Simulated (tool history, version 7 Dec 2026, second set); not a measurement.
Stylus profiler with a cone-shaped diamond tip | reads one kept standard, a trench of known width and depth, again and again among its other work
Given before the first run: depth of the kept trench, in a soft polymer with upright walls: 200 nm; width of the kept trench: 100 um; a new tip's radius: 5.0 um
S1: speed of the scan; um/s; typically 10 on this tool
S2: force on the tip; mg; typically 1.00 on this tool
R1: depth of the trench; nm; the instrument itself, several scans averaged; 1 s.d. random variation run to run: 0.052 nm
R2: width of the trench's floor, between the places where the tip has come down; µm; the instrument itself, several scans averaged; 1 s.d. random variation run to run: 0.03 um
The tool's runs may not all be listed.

run,hour,S1,S2,R1,R2
1,0.0,10,1.00,201.34,96.63
2,83.8,2,1.00,201.17,96.63
3,130.7,2,1.00,201.18,96.58
4,237.2,10,1.00,201.10,96.54
5,330.7,10,0.34,200.43,96.51
6,411.0,10,0.34,200.36,96.52
7,490.2,10,0.39,200.43,96.48
8,601.7,10,0.39,200.27,96.45
9,714.4,7,0.39,200.33,96.47
10,766.2,5,1.00,200.92,96.47
11,857.5,10,2.79,202.08,96.40
12,969.0,10,2.79,202.09,96.47
# hour 1030.8: new tip fitted, height scale calibrated
13,1035.6,10,2.79,202.53,97.20
14,1135.7,10,2.79,202.59,97.14
15,1237.8,16,1.00,201.12,97.16
16,1327.9,32,2.65,202.45,97.11
# hour 1335.8: height scale calibrated on a step standard
17,1397.4,32,2.65,202.30,97.08
18,1501.5,40,2.37,202.13,97.03
19,1572.9,30,1.15,201.13,96.99
20,1677.0,15,0.39,200.29,96.97
21,1778.5,27,0.70,200.58,96.91
22,1846.3,27,0.70,200.72,96.90
23,1919.3,4,0.34,200.18,97.00
24,1975.9,4,0.34,200.23,96.96

Expected results for the next run?
# hour 2037.9: height scale calibrated on a step standard, once more
25,2088.9,3,0.76,?,?

{"run 25": {"R1": 201.03, "R2": 96.97}}
Take away the tool's hidden state, keep the run-to-run variation as it was, and the same run would have given R1 201.03 nm, R2 97.20 µm.

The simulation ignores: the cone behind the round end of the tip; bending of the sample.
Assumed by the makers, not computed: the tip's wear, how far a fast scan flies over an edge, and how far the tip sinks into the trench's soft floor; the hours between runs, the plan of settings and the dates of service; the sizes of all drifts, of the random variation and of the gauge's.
